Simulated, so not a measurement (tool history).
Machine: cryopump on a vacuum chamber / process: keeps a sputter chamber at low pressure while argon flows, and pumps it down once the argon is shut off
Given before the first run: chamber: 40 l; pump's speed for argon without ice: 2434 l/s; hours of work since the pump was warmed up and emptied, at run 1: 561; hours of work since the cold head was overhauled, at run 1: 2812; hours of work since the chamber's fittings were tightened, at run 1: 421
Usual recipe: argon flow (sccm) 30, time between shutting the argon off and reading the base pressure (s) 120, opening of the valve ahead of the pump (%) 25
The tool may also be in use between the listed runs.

run	day	argon flow (sccm)	time between shutting the argon off and reading the base pressure (s)	opening of the valve ahead of the pump (%)	hours of work since the pump was warmed up and emptied	hours of work since the cold head was overhauled	hours of work since the chamber's fittings were tightened	pressure while argon flows (Pa)	pressure after the wait (uPa)
1	0	30	120	25	561	2812	421	0.0864	0.36
2	3.812	30	120	25	642	2892	501	0.0863	0.39
3	8.2	30	120	25	734	2984	594	0.0872	0.42
4	12.567	30	120	25	826	3076	686	0.0881	0.45
5	15.908	30	29	25	896	3147	756	0.0891	0.81
6	19.504	30	29	25	972	3222	832	0.0892	0.85
# day 22.408: pump warmed up, emptied and cooled again
7	24.225	30	44	19	38	3317	927	0.1112	0.7
8	26.238	49	44	19	81	3360	969	0.182	0.7
9	29.529	15	64	25	150	3429	1039	0.0425	0.62
10	32.65	16	20	30	216	3495	1104	0.0377	1.14
11	36.55	17	211	56	298	3577	1187	0.0219	0.51
12	39.208	52	44	45	354	3633	1243	0.0847	0.74

Each row is a separate what-if for the run after 12, all from the same tool condition, not one after another. Results?
A	41.417	34	24	49	400	3680	1289	?	?
B	41.417	15	51	28	400	3680	1289	?	?
C	41.417	30	295	25	400	3680	1289	?	?
D	41.417	29	245	25	400	3680	1289	?	?
E	41.417	12	44	45	400	3680	1289	?	?

run	pressure while argon flows (Pa)	pressure after the wait (uPa)
A	0.0511	1.06
B	0.0385	0.8
C	0.086	0.54
D	0.0835	0.57
E	0.0197	0.8
Without the tool's unlogged condition, the same runs would have read:
run	pressure while argon flows (Pa)	pressure after the wait (uPa)
A	0.0479	0.69
B	0.0371	0.42
C	0.0832	0.17
D	0.0807	0.2
E	0.0186	0.42
